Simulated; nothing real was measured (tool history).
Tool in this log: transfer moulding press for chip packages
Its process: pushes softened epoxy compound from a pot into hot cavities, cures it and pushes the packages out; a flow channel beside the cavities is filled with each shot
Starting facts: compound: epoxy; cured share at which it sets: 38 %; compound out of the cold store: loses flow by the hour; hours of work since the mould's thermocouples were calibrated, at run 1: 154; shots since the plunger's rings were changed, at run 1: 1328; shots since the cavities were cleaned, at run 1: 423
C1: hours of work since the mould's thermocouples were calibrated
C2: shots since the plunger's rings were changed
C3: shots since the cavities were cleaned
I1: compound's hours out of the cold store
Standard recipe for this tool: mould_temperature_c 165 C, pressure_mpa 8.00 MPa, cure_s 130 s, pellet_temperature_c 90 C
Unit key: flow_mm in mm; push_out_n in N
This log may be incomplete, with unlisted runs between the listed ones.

run 1 day=0.000 | mould_temperature_c=165 pressure_mpa=8.00 cure_s=130 pellet_temperature_c=90 | C1=154 C2=1328 C3=423 | I1=9.0 | flow_mm=777 push_out_n=348
-- day=1.062 cavities cleaned with cleaning compound and waxed
run 2 day=2.758 | mould_temperature_c=165 pressure_mpa=8.00 cure_s=130 pellet_temperature_c=90 | C1=192 C2=1831 C3=316 | I1=37.6 | flow_mm=660 push_out_n=330
run 3 day=4.075 | mould_temperature_c=165 pressure_mpa=8.00 cure_s=130 pellet_temperature_c=90 | C1=210 C2=2076 C3=561 | I1=42.5 | flow_mm=659 push_out_n=350
-- day=4.408 cavities cleaned with cleaning compound and waxed
run 4 day=6.183 | mould_temperature_c=165 pressure_mpa=8.00 cure_s=130 pellet_temperature_c=90 | C1=238 C2=2458 C3=331 | I1=10.6 | flow_mm=761 push_out_n=322
-- day=7.867 cavities cleaned with cleaning compound and waxed
run 5 day=8.746 | mould_temperature_c=165 pressure_mpa=8.00 cure_s=130 pellet_temperature_c=90 | C1=272 C2=2923 C3=163 | I1=14.3 | flow_mm=727 push_out_n=300
-- day=11.238 cavities cleaned with cleaning compound and waxed
run 6 day=11.600 | mould_temperature_c=158 pressure_mpa=8.00 cure_s=130 pellet_temperature_c=90 | C1=311 C2=3444 C3=68 | I1=13.0 | flow_mm=765 push_out_n=420
run 7 day=13.796 | mould_temperature_c=158 pressure_mpa=8.00 cure_s=130 pellet_temperature_c=90 | C1=341 C2=3853 C3=477 | I1=17.5 | flow_mm=758 push_out_n=513
-- day=14.662 cavities cleaned with cleaning compound and waxed
run 8 day=15.183 | mould_temperature_c=165 pressure_mpa=7.03 cure_s=130 pellet_temperature_c=90 | C1=360 C2=4100 C3=97 | I1=46.2 | flow_mm=590 push_out_n=268
run 9 day=16.454 | mould_temperature_c=165 pressure_mpa=8.00 cure_s=130 pellet_temperature_c=90 | C1=377 C2=4337 C3=334 | I1=22.6 | flow_mm=697 push_out_n=325
-- day=17.992 cavities cleaned with cleaning compound and waxed
run 10 day=18.967 | mould_temperature_c=165 pressure_mpa=8.00 cure_s=130 pellet_temperature_c=90 | C1=411 C2=4794 C3=182 | I1=13.9 | flow_mm=718 push_out_n=298
-- day=21.375 cavities cleaned with cleaning compound and waxed
run 11 day=21.729 | mould_temperature_c=165 pressure_mpa=8.00 cure_s=130 pellet_temperature_c=90 | C1=448 C2=5297 C3=67 | I1=47.7 | flow_mm=621 push_out_n=272
-- day=22.221 plunger's sealing rings changed
run 12 day=23.442 | mould_temperature_c=165 pressure_mpa=8.00 cure_s=130 pellet_temperature_c=90 | C1=470 C2=227 C3=366 | I1=21.0 | flow_mm=748 push_out_n=331
-- day=24.638 mould's thermocouples calibrated
-- day=24.888 cavities cleaned with cleaning compound and waxed
run 13 day=26.275 | mould_temperature_c=165 pressure_mpa=8.00 cure_s=130 pellet_temperature_c=90 | C1=22 C2=728 C3=259 | I1=21.0 | flow_mm=729 push_out_n=331
run 14 day=27.475 | mould_temperature_c=165 pressure_mpa=8.00 cure_s=164 pellet_temperature_c=90 | C1=38 C2=952 C3=483 | I1=27.7 | flow_mm=712 push_out_n=293
-- day=28.188 cavities cleaned with cleaning compound and waxed
run 15 day=30.225 | mould_temperature_c=165 pressure_mpa=8.00 cure_s=164 pellet_temperature_c=90 | C1=75 C2=1453 C3=380 | I1=31.5 | flow_mm=691 push_out_n=291
-- day=31.558 cavities cleaned with cleaning compound and waxed
run 16 day=33.054 | mould_temperature_c=171 pressure_mpa=6.07 cure_s=127 pellet_temperature_c=97 | C1=114 C2=1968 C3=279 | I1=16.0 | flow_mm=618 push_out_n=281
-- day=34.896 cavities cleaned with cleaning compound and waxed
run 17 day=35.854 | mould_temperature_c=171 pressure_mpa=6.07 cure_s=127 pellet_temperature_c=97 | C1=151 C2=2479 C3=179 | I1=10.8 | flow_mm=635 push_out_n=258
run 18 day=37.450 | mould_temperature_c=165 pressure_mpa=6.07 cure_s=132 pellet_temperature_c=97 | C1=173 C2=2776 C3=476 | I1=43.9 | flow_mm=559 push_out_n=333
-- day=38.417 cavities cleaned with cleaning compound and waxed
run 19 day=39.967 | mould_temperature_c=158 pressure_mpa=6.35 cure_s=132 pellet_temperature_c=97 | C1=207 C2=3233 C3=288 | I1=39.1 | flow_mm=613 push_out_n=446
run 20 day=41.612 | mould_temperature_c=158 pressure_mpa=6.35 cure_s=132 pellet_temperature_c=97 | C1=230 C2=3540 C3=595 | I1=21.5 | flow_mm=654 push_out_n=492
-- day=41.817 cavities cleaned with cleaning compound and waxed
run 21 day=42.888 | mould_temperature_c=165 pressure_mpa=8.00 cure_s=116 pellet_temperature_c=90 | C1=247 C2=3766 C3=200 | I1=37.6 | flow_mm=650 push_out_n=333
-- day=45.158 cavities cleaned with cleaning compound and waxed
run 22 day=45.650 | mould_temperature_c=165 pressure_mpa=8.32 cure_s=117 pellet_temperature_c=99 | C1=284 C2=4269 C3=91 | I1=27.8 | flow_mm=700 push_out_n=315
run 23 day=47.271 | mould_temperature_c=165 pressure_mpa=8.26 cure_s=130 pellet_temperature_c=90 | C1=306 C2=4571 C3=393 | I1=34.1 | flow_mm=667 push_out_n=329
-- day=48.667 cavities cleaned with cleaning compound and waxed
run 24 day=49.862 | mould_temperature_c=158 pressure_mpa=6.40 cure_s=113 pellet_temperature_c=92 | C1=341 C2=5042 C3=223 | I1=42.7 | flow_mm=582 push_out_n=557
-- day=51.721 plunger's sealing rings changed
-- day=52.250 cavities cleaned with cleaning compound and waxed
run 25 day=52.462 | mould_temperature_c=168 pressure_mpa=6.07 cure_s=117 pellet_temperature_c=84 | C1=375 C2=126 C3=40 | I1=26.5 | flow_mm=620 push_out_n=265
run 26 day=53.842 | mould_temperature_c=165 pressure_mpa=9.32 cure_s=130 pellet_temperature_c=90 | C1=394 C2=383 C3=297 | I1=31.1 | flow_mm=765 push_out_n=319

Alternative continuations, all from the tool just after run 26; predict every row:
run A day=55.046 | mould_temperature_c=159 pressure_mpa=8.00 cure_s=134 pellet_temperature_c=90 | C1=411 C2=607 C3=521 | I1=46.1 | flow_mm=? push_out_n=?
run B day=55.046 | mould_temperature_c=167 pressure_mpa=7.59 cure_s=157 pellet_temperature_c=90 | C1=411 C2=607 C3=521 | I1=39.5 | flow_mm=? push_out_n=?
run C day=55.046 | mould_temperature_c=165 pressure_mpa=8.00 cure_s=130 pellet_temperature_c=85 | C1=411 C2=607 C3=521 | I1=42.2 | flow_mm=? push_out_n=?
run D day=55.046 | mould_temperature_c=168 pressure_mpa=9.32 cure_s=130 pellet_temperature_c=90 | C1=411 C2=607 C3=521 | I1=45.5 | flow_mm=? push_out_n=?

run=A flow_mm=695 push_out_n=461
run=B flow_mm=653 push_out_n=294
run=C flow_mm=679 push_out_n=345
run=D flow_mm=717 push_out_n=318
With no hidden state in the tool, these same runs would have given:
run=A flow_mm=706 push_out_n=339
run=B flow_mm=663 push_out_n=207
run=C flow_mm=689 push_out_n=246
run=D flow_mm=727 push_out_n=227

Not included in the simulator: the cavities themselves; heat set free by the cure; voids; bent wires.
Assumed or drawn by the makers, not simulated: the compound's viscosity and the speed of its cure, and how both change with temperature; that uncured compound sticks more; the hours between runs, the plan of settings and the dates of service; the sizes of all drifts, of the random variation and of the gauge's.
